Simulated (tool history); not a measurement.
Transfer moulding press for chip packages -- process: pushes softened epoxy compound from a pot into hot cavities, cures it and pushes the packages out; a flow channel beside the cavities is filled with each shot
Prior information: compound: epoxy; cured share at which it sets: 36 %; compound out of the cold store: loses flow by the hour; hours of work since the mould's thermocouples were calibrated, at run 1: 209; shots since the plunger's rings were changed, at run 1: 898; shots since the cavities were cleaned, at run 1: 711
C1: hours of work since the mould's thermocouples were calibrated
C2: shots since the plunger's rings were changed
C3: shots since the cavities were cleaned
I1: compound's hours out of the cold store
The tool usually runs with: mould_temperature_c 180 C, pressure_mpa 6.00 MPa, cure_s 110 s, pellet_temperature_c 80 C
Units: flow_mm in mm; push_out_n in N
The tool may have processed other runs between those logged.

{"run": 1, "hour": 0.0, "mould_temperature_c": 180, "pressure_mpa": 6.0, "cure_s": 110, "pellet_temperature_c": 80, "C1": 209, "C2": 898, "C3": 711, "I1": 27.2, "flow_mm": 482, "push_out_n": 810}
{"hour": 6.0, "done": "cavities cleaned with cleaning compound and waxed"}
{"run": 2, "hour": 13.1, "mould_temperature_c": 180, "pressure_mpa": 6.0, "cure_s": 110, "pellet_temperature_c": 80, "C1": 215, "C2": 1001, "C3": 63, "I1": 19.0, "flow_mm": 503, "push_out_n": 500}
{"run": 3, "hour": 23.6, "mould_temperature_c": 180, "pressure_mpa": 6.0, "cure_s": 110, "pellet_temperature_c": 80, "C1": 221, "C2": 1093, "C3": 155, "I1": 20.0, "flow_mm": 500, "push_out_n": 576}
{"run": 4, "hour": 31.5, "mould_temperature_c": 180, "pressure_mpa": 6.0, "cure_s": 110, "pellet_temperature_c": 80, "C1": 226, "C2": 1164, "C3": 226, "I1": 31.0, "flow_mm": 470, "push_out_n": 594}
{"run": 5, "hour": 45.7, "mould_temperature_c": 180, "pressure_mpa": 6.0, "cure_s": 110, "pellet_temperature_c": 80, "C1": 234, "C2": 1289, "C3": 351, "I1": 13.0, "flow_mm": 518, "push_out_n": 682}
{"run": 6, "hour": 63.3, "mould_temperature_c": 180, "pressure_mpa": 6.0, "cure_s": 92, "pellet_temperature_c": 80, "C1": 244, "C2": 1446, "C3": 508, "I1": 30.9, "flow_mm": 467, "push_out_n": 922}
{"run": 7, "hour": 78.0, "mould_temperature_c": 180, "pressure_mpa": 6.0, "cure_s": 92, "pellet_temperature_c": 80, "C1": 252, "C2": 1576, "C3": 638, "I1": 13.5, "flow_mm": 514, "push_out_n": 1092}
{"hour": 91.8, "done": "cavities cleaned with cleaning compound and waxed"}
{"run": 8, "hour": 92.9, "mould_temperature_c": 180, "pressure_mpa": 6.0, "cure_s": 92, "pellet_temperature_c": 80, "C1": 260, "C2": 1694, "C3": 9, "I1": 30.7, "flow_mm": 467, "push_out_n": 578}
{"run": 9, "hour": 107.8, "mould_temperature_c": 180, "pressure_mpa": 6.0, "cure_s": 101, "pellet_temperature_c": 80, "C1": 268, "C2": 1827, "C3": 142, "I1": 25.7, "flow_mm": 480, "push_out_n": 606}
{"run": 10, "hour": 120.2, "mould_temperature_c": 180, "pressure_mpa": 6.0, "cure_s": 101, "pellet_temperature_c": 80, "C1": 275, "C2": 1936, "C3": 251, "I1": 18.0, "flow_mm": 498, "push_out_n": 680}
{"run": 11, "hour": 133.3, "mould_temperature_c": 180, "pressure_mpa": 6.0, "cure_s": 110, "pellet_temperature_c": 80, "C1": 282, "C2": 2052, "C3": 367, "I1": 9.1, "flow_mm": 520, "push_out_n": 682}
{"run": 12, "hour": 142.1, "mould_temperature_c": 180, "pressure_mpa": 6.0, "cure_s": 110, "pellet_temperature_c": 80, "C1": 287, "C2": 2130, "C3": 445, "I1": 26.6, "flow_mm": 473, "push_out_n": 687}
{"run": 13, "hour": 156.1, "mould_temperature_c": 178, "pressure_mpa": 6.0, "cure_s": 110, "pellet_temperature_c": 80, "C1": 295, "C2": 2255, "C3": 570, "I1": 19.2, "flow_mm": 493, "push_out_n": 818}
{"run": 14, "hour": 166.4, "mould_temperature_c": 178, "pressure_mpa": 6.0, "cure_s": 110, "pellet_temperature_c": 80, "C1": 301, "C2": 2346, "C3": 661, "I1": 43.1, "flow_mm": 436, "push_out_n": 801}
{"hour": 177.3, "done": "cavities cleaned with cleaning compound and waxed"}
{"run": 15, "hour": 177.3, "mould_temperature_c": 178, "pressure_mpa": 6.0, "cure_s": 110, "pellet_temperature_c": 80, "C1": 307, "C2": 2430, "C3": 0, "I1": 21.1, "flow_mm": 492, "push_out_n": 469}
{"run": 16, "hour": 186.8, "mould_temperature_c": 180, "pressure_mpa": 6.0, "cure_s": 110, "pellet_temperature_c": 73, "C1": 312, "C2": 2514, "C3": 84, "I1": 42.9, "flow_mm": 431, "push_out_n": 484}
{"run": 17, "hour": 201.6, "mould_temperature_c": 180, "pressure_mpa": 6.0, "cure_s": 110, "pellet_temperature_c": 73, "C1": 320, "C2": 2645, "C3": 215, "I1": 28.4, "flow_mm": 463, "push_out_n": 590}
{"run": 18, "hour": 212.6, "mould_temperature_c": 186, "pressure_mpa": 6.06, "cure_s": 97, "pellet_temperature_c": 79, "C1": 326, "C2": 2742, "C3": 312, "I1": 35.7, "flow_mm": 437, "push_out_n": 580}
{"run": 19, "hour": 230.0, "mould_temperature_c": 186, "pressure_mpa": 6.06, "cure_s": 97, "pellet_temperature_c": 79, "C1": 336, "C2": 2896, "C3": 466, "I1": 38.4, "flow_mm": 429, "push_out_n": 666}
{"run": 20, "hour": 241.1, "mould_temperature_c": 188, "pressure_mpa": 5.48, "cure_s": 144, "pellet_temperature_c": 83, "C1": 343, "C2": 2995, "C3": 565, "I1": 23.2, "flow_mm": 439, "push_out_n": 638}
{"run": 21, "hour": 251.3, "mould_temperature_c": 188, "pressure_mpa": 5.48, "cure_s": 144, "pellet_temperature_c": 83, "C1": 348, "C2": 3085, "C3": 655, "I1": 13.6, "flow_mm": 466, "push_out_n": 647}
{"run": 22, "hour": 259.5, "mould_temperature_c": 173, "pressure_mpa": 6.0, "cure_s": 110, "pellet_temperature_c": 80, "C1": 353, "C2": 3158, "C3": 728, "I1": 32.9, "flow_mm": 464, "push_out_n": 1154}
{"hour": 263.3, "done": "plunger's sealing rings changed"}
{"hour": 265.6, "done": "cavities cleaned with cleaning compound and waxed"}
{"run": 23, "hour": 279.6, "mould_temperature_c": 173, "pressure_mpa": 5.49, "cure_s": 110, "pellet_temperature_c": 87, "C1": 362, "C2": 132, "C3": 124, "I1": 27.9, "flow_mm": 481, "push_out_n": 758}
{"run": 24, "hour": 295.6, "mould_temperature_c": 173, "pressure_mpa": 5.49, "cure_s": 110, "pellet_temperature_c": 87, "C1": 371, "C2": 274, "C3": 266, "I1": 37.6, "flow_mm": 456, "push_out_n": 860}
{"run": 25, "hour": 312.1, "mould_temperature_c": 187, "pressure_mpa": 4.61, "cure_s": 101, "pellet_temperature_c": 86, "C1": 381, "C2": 420, "C3": 412, "I1": 37.8, "flow_mm": 392, "push_out_n": 605}
{"run": 26, "hour": 328.1, "mould_temperature_c": 182, "pressure_mpa": 6.42, "cure_s": 130, "pellet_temperature_c": 86, "C1": 390, "C2": 561, "C3": 553, "I1": 32.3, "flow_mm": 484, "push_out_n": 636}
{"run": 27, "hour": 340.7, "mould_temperature_c": 176, "pressure_mpa": 4.55, "cure_s": 130, "pellet_temperature_c": 77, "C1": 397, "C2": 674, "C3": 666, "I1": 41.3, "flow_mm": 399, "push_out_n": 703}
{"hour": 351.4, "done": "cavities cleaned with cleaning compound and waxed"}
{"run": 28, "hour": 352.2, "mould_temperature_c": 183, "pressure_mpa": 5.02, "cure_s": 110, "pellet_temperature_c": 80, "C1": 402, "C2": 762, "C3": 7, "I1": 19.5, "flow_mm": 456, "push_out_n": 419}
{"run": 29, "hour": 369.1, "mould_temperature_c": 183, "pressure_mpa": 5.02, "cure_s": 110, "pellet_temperature_c": 80, "C1": 412, "C2": 912, "C3": 157, "I1": 31.4, "flow_mm": 426, "push_out_n": 508}

Forecast each of these 4 alternatives for the next run:
{"run": "A", "hour": 386.6, "mould_temperature_c": 183, "pressure_mpa": 4.58, "cure_s": 145, "pellet_temperature_c": 80, "C1": 422, "C2": 1067, "C3": 312, "I1": 43.4, "flow_mm": "?", "push_out_n": "?"}
{"run": "B", "hour": 386.6, "mould_temperature_c": 187, "pressure_mpa": 6.85, "cure_s": 123, "pellet_temperature_c": 80, "C1": 422, "C2": 1067, "C3": 312, "I1": 9.7, "flow_mm": "?", "push_out_n": "?"}
{"run": "C", "hour": 386.6, "mould_temperature_c": 184, "pressure_mpa": 6.24, "cure_s": 139, "pellet_temperature_c": 80, "C1": 422, "C2": 1067, "C3": 312, "I1": 21.0, "flow_mm": "?", "push_out_n": "?"}
{"run": "D", "hour": 386.6, "mould_temperature_c": 180, "pressure_mpa": 4.83, "cure_s": 106, "pellet_temperature_c": 80, "C1": 422, "C2": 1067, "C3": 312, "I1": 22.5, "flow_mm": "?", "push_out_n": "?"}

run=A flow_mm=380 push_out_n=531
run=B flow_mm=550 push_out_n=538
run=C flow_mm=499 push_out_n=528
run=D flow_mm=441 push_out_n=685
With the hidden condition removed and each run's random variation left untouched, the same runs would have given:
run=A flow_mm=388 push_out_n=355
run=B flow_mm=561 push_out_n=360
run=C flow_mm=510 push_out_n=351
run=D flow_mm=450 push_out_n=468
